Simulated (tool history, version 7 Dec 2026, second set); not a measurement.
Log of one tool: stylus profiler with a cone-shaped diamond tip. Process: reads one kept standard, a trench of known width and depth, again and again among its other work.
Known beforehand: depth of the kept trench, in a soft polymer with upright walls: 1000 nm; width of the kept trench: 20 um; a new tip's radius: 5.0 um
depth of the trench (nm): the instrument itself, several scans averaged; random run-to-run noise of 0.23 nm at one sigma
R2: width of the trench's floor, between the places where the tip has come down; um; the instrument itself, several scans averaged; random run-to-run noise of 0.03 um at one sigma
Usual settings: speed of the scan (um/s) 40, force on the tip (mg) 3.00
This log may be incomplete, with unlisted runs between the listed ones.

run 1 hour=0.0 | speed_of_the_scan_(um/s)=40 force_on_the_tip_(mg)=3.00 | depth_of_the_trench_(nm)=1016.72 R2=13.72
run 2 hour=63.9 | speed_of_the_scan_(um/s)=40 force_on_the_tip_(mg)=3.00 | depth_of_the_trench_(nm)=1016.35 R2=13.60
run 3 hour=117.6 | speed_of_the_scan_(um/s)=40 force_on_the_tip_(mg)=3.00 | depth_of_the_trench_(nm)=1016.19 R2=13.60
run 4 hour=156.7 | speed_of_the_scan_(um/s)=40 force_on_the_tip_(mg)=3.00 | depth_of_the_trench_(nm)=1016.23 R2=13.60
run 5 hour=232.6 | speed_of_the_scan_(um/s)=40 force_on_the_tip_(mg)=3.00 | depth_of_the_trench_(nm)=1016.69 R2=13.33
run 6 hour=281.9 | speed_of_the_scan_(um/s)=40 force_on_the_tip_(mg)=3.00 | depth_of_the_trench_(nm)=1016.01 R2=13.38
run 7 hour=328.0 | speed_of_the_scan_(um/s)=40 force_on_the_tip_(mg)=3.00 | depth_of_the_trench_(nm)=1015.85 R2=13.31
run 8 hour=366.5 | speed_of_the_scan_(um/s)=40 force_on_the_tip_(mg)=3.00 | depth_of_the_trench_(nm)=1015.55 R2=13.26
run 9 hour=442.3 | speed_of_the_scan_(um/s)=40 force_on_the_tip_(mg)=3.00 | depth_of_the_trench_(nm)=1015.44 R2=13.15
run 10 hour=496.8 | speed_of_the_scan_(um/s)=40 force_on_the_tip_(mg)=3.00 | depth_of_the_trench_(nm)=1015.59 R2=13.10
run 11 hour=567.3 | speed_of_the_scan_(um/s)=40 force_on_the_tip_(mg)=3.00 | depth_of_the_trench_(nm)=1015.82 R2=13.03
run 12 hour=632.5 | speed_of_the_scan_(um/s)=40 force_on_the_tip_(mg)=3.00 | depth_of_the_trench_(nm)=1015.14 R2=12.97
run 13 hour=721.6 | speed_of_the_scan_(um/s)=40 force_on_the_tip_(mg)=3.00 | depth_of_the_trench_(nm)=1014.80 R2=12.85
run 14 hour=762.5 | speed_of_the_scan_(um/s)=40 force_on_the_tip_(mg)=3.00 | depth_of_the_trench_(nm)=1014.72 R2=12.79
run 15 hour=813.2 | speed_of_the_scan_(um/s)=64 force_on_the_tip_(mg)=1.18 | depth_of_the_trench_(nm)=1006.54 R2=12.41
run 16 hour=851.3 | speed_of_the_scan_(um/s)=129 force_on_the_tip_(mg)=1.68 | depth_of_the_trench_(nm)=1009.02 R2=12.01
run 17 hour=915.2 | speed_of_the_scan_(um/s)=64 force_on_the_tip_(mg)=2.13 | depth_of_the_trench_(nm)=1010.68 R2=12.43
run 18 hour=969.6 | speed_of_the_scan_(um/s)=64 force_on_the_tip_(mg)=1.22 | depth_of_the_trench_(nm)=1007.09 R2=12.24
run 19 hour=1036.0 | speed_of_the_scan_(um/s)=64 force_on_the_tip_(mg)=1.22 | depth_of_the_trench_(nm)=1005.95 R2=12.12
run 20 hour=1084.9 | speed_of_the_scan_(um/s)=40 force_on_the_tip_(mg)=3.30 | depth_of_the_trench_(nm)=1014.96 R2=12.45
run 21 hour=1171.9 | speed_of_the_scan_(um/s)=40 force_on_the_tip_(mg)=3.30 | depth_of_the_trench_(nm)=1014.57 R2=12.35
run 22 hour=1239.6 | speed_of_the_scan_(um/s)=40 force_on_the_tip_(mg)=3.30 | depth_of_the_trench_(nm)=1014.25 R2=12.25
run 23 hour=1285.4 | speed_of_the_scan_(um/s)=22 force_on_the_tip_(mg)=1.26 | depth_of_the_trench_(nm)=1005.94 R2=12.21
run 24 hour=1342.9 | speed_of_the_scan_(um/s)=23 force_on_the_tip_(mg)=5.02 | depth_of_the_trench_(nm)=1019.87 R2=12.32
run 25 hour=1386.7 | speed_of_the_scan_(um/s)=58 force_on_the_tip_(mg)=2.08 | depth_of_the_trench_(nm)=1008.68 R2=11.92
run 26 hour=1463.2 | speed_of_the_scan_(um/s)=147 force_on_the_tip_(mg)=8.83 | depth_of_the_trench_(nm)=1030.52 R2=11.75
-- hour=1533.0 new tip fitted, height scale calibrated
run 27 hour=1546.4 | speed_of_the_scan_(um/s)=49 force_on_the_tip_(mg)=4.19 | depth_of_the_trench_(nm)=1021.09 R2=13.84

For some of the steps in depth of the trench (nm) from one run to the next: how much would appear even if the tool had no hidden state, given the settings, what came in and random variation, and how much remains for the hidden state plus any gauge scatter that the measured result and the result without hidden state don't share?
Hidden state present: radius of the tip, um; height scale over the true one, %; drift of the gauge itself on depth_nm, %; drift of the gauge itself on floor_um, %.
Run 23 -> 24: speed of the scan (um/s) 22 -> 23, force on the tip (mg) 1.26 -> 5.02. depth of the trench (nm) +13.93: hidden state -0.21, all else +14.14.
Run 25 -> 26: speed of the scan (um/s) 58 -> 147, force on the tip (mg) 2.08 -> 8.83. depth of the trench (nm) +21.84: hidden state -0.31, all else +22.15.
Run 26 -> 27: speed of the scan (um/s) 147 -> 49, force on the tip (mg) 8.83 -> 4.19, new tip fitted, height scale calibrated. depth of the trench (nm) -9.43: hidden state +4.08, all else -13.51.
